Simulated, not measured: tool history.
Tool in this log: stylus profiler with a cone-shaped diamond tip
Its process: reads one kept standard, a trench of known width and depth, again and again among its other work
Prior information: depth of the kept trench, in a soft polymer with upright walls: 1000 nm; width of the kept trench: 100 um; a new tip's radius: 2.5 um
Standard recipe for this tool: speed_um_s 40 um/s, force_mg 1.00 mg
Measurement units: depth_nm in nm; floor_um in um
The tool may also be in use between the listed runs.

run,hour,speed_um_s,force_mg,depth_nm,floor_um
1,0.0,40,1.00,1004.77,95.78
2,31.2,72,1.00,1004.48,95.48
3,91.6,72,1.00,1004.31,95.58
4,150.7,72,1.00,1004.71,95.57
5,187.1,72,1.00,1004.90,95.55
6,212.7,53,1.00,1004.51,95.70
7,267.2,53,1.00,1004.65,95.62
8,292.1,40,1.00,1004.87,95.70
9,325.5,40,1.00,1004.54,95.79
10,356.8,40,1.00,1004.88,95.72
11,398.0,40,1.00,1004.75,95.77
12,448.7,59,1.00,1004.36,95.61
13,497.0,59,1.00,1004.72,95.59
14,550.3,40,0.76,1003.76,95.69
15,590.0,40,1.44,1006.13,95.79
16,617.0,40,1.44,1005.71,95.77
17,655.1,69,2.70,1008.90,95.76
18,702.4,76,0.58,1003.53,95.35
19,760.1,76,0.58,1003.30,95.38
20,807.6,99,0.81,1003.92,95.30
21,849.9,32,1.74,1006.78,95.85
22,879.0,118,0.65,1003.29,95.06
23,914.8,11,1.48,1006.46,95.90
24,975.5,83,2.53,1009.09,95.64
25,1033.5,28,1.00,1005.05,95.81
26,1070.4,28,1.00,1004.71,95.83
27,1095.8,15,0.36,1002.30,95.87
28,1152.9,28,0.36,1002.08,95.74

Consider 3 possible next runs. They are alternatives, not a sequence: every one starts from the tool as it was left by run 28. What does each give?
A,1209.8,93,1.67,?,?
B,1209.8,157,0.36,?,?
C,1209.8,33,2.79,?,?

run,depth_nm,floor_um
A,1006.46,95.62
B,1002.13,94.31
C,1009.18,95.90
The same runs, with their run-to-run variation unchanged, on a tool lacking any hidden condition would have given:
run,depth_nm,floor_um
A,1006.49,95.63
B,1002.16,94.32
C,1009.21,95.91
